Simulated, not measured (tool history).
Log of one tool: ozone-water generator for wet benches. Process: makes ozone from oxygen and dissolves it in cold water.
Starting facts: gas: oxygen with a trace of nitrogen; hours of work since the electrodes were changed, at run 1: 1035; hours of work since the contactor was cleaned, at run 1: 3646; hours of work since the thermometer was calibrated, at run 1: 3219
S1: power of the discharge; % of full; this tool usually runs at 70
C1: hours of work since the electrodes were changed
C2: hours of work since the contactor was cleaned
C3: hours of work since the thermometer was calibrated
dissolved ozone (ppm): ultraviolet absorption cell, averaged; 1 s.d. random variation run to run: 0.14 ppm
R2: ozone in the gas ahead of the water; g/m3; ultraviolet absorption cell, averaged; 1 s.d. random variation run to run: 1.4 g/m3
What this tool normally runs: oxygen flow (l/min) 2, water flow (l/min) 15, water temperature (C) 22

run 1 hour=0 | S1=70 oxygen_flow_(l/min)=2 water_flow_(l/min)=15 water_temperature_(C)=22 | C1=1035 C2=3646 C3=3219 | dissolved_ozone_(ppm)=13.3 R2=261.9
-- hour=142.3 water thermometer calibrated
run 2 hour=153.3 | S1=70 oxygen_flow_(l/min)=2 water_flow_(l/min)=15 water_temperature_(C)=20 | C1=1165 C2=3776 C3=9 | dissolved_ozone_(ppm)=13.1 R2=256.7
run 3 hour=248.9 | S1=70 oxygen_flow_(l/min)=2 water_flow_(l/min)=15 water_temperature_(C)=22 | C1=1246 C2=3857 C3=91 | dissolved_ozone_(ppm)=12.7 R2=257.5
run 4 hour=359 | S1=70 oxygen_flow_(l/min)=2 water_flow_(l/min)=15 water_temperature_(C)=22 | C1=1340 C2=3951 C3=184 | dissolved_ozone_(ppm)=12.4 R2=252.5
run 5 hour=513.5 | S1=70 oxygen_flow_(l/min)=2 water_flow_(l/min)=20 water_temperature_(C)=22 | C1=1471 C2=4082 C3=315 | dissolved_ozone_(ppm)=8.9 R2=254.3
run 6 hour=666.7 | S1=70 oxygen_flow_(l/min)=2 water_flow_(l/min)=20 water_temperature_(C)=22 | C1=1602 C2=4212 C3=446 | dissolved_ozone_(ppm)=8.7 R2=253.9
run 7 hour=876 | S1=57 oxygen_flow_(l/min)=2 water_flow_(l/min)=15 water_temperature_(C)=22 | C1=1779 C2=4390 C3=624 | dissolved_ozone_(ppm)=10.5 R2=214.6
-- hour=894.4 water thermometer calibrated, once more
run 8 hour=988.7 | S1=57 oxygen_flow_(l/min)=2 water_flow_(l/min)=15 water_temperature_(C)=22 | C1=1875 C2=4486 C3=80 | dissolved_ozone_(ppm)=10.4 R2=215.8
run 9 hour=1100.2 | S1=57 oxygen_flow_(l/min)=2 water_flow_(l/min)=15 water_temperature_(C)=22 | C1=1970 C2=4580 C3=175 | dissolved_ozone_(ppm)=10.5 R2=216.1
-- hour=1267.9 contactor cleaned
run 10 hour=1267.9 | S1=57 oxygen_flow_(l/min)=2 water_flow_(l/min)=15 water_temperature_(C)=22 | C1=2109 C2=0 C3=314 | dissolved_ozone_(ppm)=12.1 R2=215.6
run 11 hour=1445.2 | S1=70 oxygen_flow_(l/min)=1.24 water_flow_(l/min)=15 water_temperature_(C)=22 | C1=2259 C2=151 C3=465 | dissolved_ozone_(ppm)=12.3 R2=304.4
run 12 hour=1571 | S1=82 oxygen_flow_(l/min)=2 water_flow_(l/min)=15 water_temperature_(C)=22 | C1=2366 C2=258 C3=572 | dissolved_ozone_(ppm)=15.4 R2=278.1
run 13 hour=1777.1 | S1=57 oxygen_flow_(l/min)=2.42 water_flow_(l/min)=14 water_temperature_(C)=23 | C1=2541 C2=433 C3=747 | dissolved_ozone_(ppm)=12.9 R2=194.6
run 14 hour=1977.5 | S1=62 oxygen_flow_(l/min)=2.42 water_flow_(l/min)=10 water_temperature_(C)=23 | C1=2712 C2=603 C3=917 | dissolved_ozone_(ppm)=19 R2=205.8
run 15 hour=2140.8 | S1=70 oxygen_flow_(l/min)=1.1 water_flow_(l/min)=15 water_temperature_(C)=25 | C1=2851 C2=742 C3=1056 | dissolved_ozone_(ppm)=11 R2=315.9
run 16 hour=2333.7 | S1=70 oxygen_flow_(l/min)=2 water_flow_(l/min)=16 water_temperature_(C)=22 | C1=3014 C2=906 C3=1220 | dissolved_ozone_(ppm)=12.2 R2=237.6

Run 17 has not been measured yet. What should we expect?
run 17 hour=2493.2 | S1=70 oxygen_flow_(l/min)=2 water_flow_(l/min)=16 water_temperature_(C)=22 | C1=3150 C2=1041 C3=1355 | dissolved_ozone_(ppm)=? R2=?

dissolved ozone (ppm): 12.3
R2: 237 g/m3
The same run, on a tool lacking any hidden state, would have yielded dissolved ozone (ppm) 14.5, R2 269.9 g/m3.

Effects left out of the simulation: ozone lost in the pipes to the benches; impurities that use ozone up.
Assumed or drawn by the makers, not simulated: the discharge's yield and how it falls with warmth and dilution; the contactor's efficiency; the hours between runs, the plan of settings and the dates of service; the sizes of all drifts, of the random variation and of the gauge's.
